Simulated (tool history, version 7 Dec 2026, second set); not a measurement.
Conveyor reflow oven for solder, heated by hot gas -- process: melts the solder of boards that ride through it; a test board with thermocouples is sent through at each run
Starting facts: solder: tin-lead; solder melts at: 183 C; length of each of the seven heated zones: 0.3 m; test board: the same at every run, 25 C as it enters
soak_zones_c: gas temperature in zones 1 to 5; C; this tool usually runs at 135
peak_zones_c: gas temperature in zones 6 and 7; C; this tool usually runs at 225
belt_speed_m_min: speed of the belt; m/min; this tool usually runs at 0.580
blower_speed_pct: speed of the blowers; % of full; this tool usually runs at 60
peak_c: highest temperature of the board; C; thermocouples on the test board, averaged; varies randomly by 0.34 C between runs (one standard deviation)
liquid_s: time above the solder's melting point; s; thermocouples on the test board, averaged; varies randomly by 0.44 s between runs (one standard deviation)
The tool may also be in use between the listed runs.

run 1 hour=0.0 | soak_zones_c=135 peak_zones_c=225 belt_speed_m_min=0.580 blower_speed_pct=60 | peak_c=200.4 liquid_s=30.5
run 2 hour=50.2 | soak_zones_c=135 peak_zones_c=225 belt_speed_m_min=0.580 blower_speed_pct=60 | peak_c=200.9 liquid_s=29.8
run 3 hour=95.3 | soak_zones_c=135 peak_zones_c=225 belt_speed_m_min=0.580 blower_speed_pct=60 | peak_c=200.5 liquid_s=29.9
-- hour=117.2 belt drive overhauled, speed set with a stopwatch
run 4 hour=128.4 | soak_zones_c=135 peak_zones_c=225 belt_speed_m_min=0.580 blower_speed_pct=52 | peak_c=197.2 liquid_s=27.4
run 5 hour=169.4 | soak_zones_c=135 peak_zones_c=225 belt_speed_m_min=0.580 blower_speed_pct=60 | peak_c=200.0 liquid_s=29.4
run 6 hour=206.0 | soak_zones_c=135 peak_zones_c=225 belt_speed_m_min=0.580 blower_speed_pct=60 | peak_c=200.1 liquid_s=29.2
run 7 hour=246.3 | soak_zones_c=135 peak_zones_c=225 belt_speed_m_min=0.580 blower_speed_pct=60 | peak_c=199.6 liquid_s=29.3
-- hour=264.1 belt drive overhauled, speed set with a stopwatch, once more
run 8 hour=274.3 | soak_zones_c=135 peak_zones_c=225 belt_speed_m_min=0.580 blower_speed_pct=60 | peak_c=198.3 liquid_s=28.1
-- hour=314.0 thermocouples of zones 6 and 7 changed
run 9 hour=324.6 | soak_zones_c=135 peak_zones_c=225 belt_speed_m_min=0.580 blower_speed_pct=60 | peak_c=199.2 liquid_s=28.4
run 10 hour=375.0 | soak_zones_c=135 peak_zones_c=225 belt_speed_m_min=0.580 blower_speed_pct=60 | peak_c=199.2 liquid_s=28.4

Run 11 comes next. What will it give?
run 11 hour=410.6 | soak_zones_c=122 peak_zones_c=225 belt_speed_m_min=0.489 blower_speed_pct=60 | peak_c=? liquid_s=?

{"run 11": {"peak_c": 202.7, "liquid_s": 36.1}}
On a tool with no hidden condition, and with the same random variation, this run would have come out at peak_c 205.4 C, liquid_s 39.8 s.
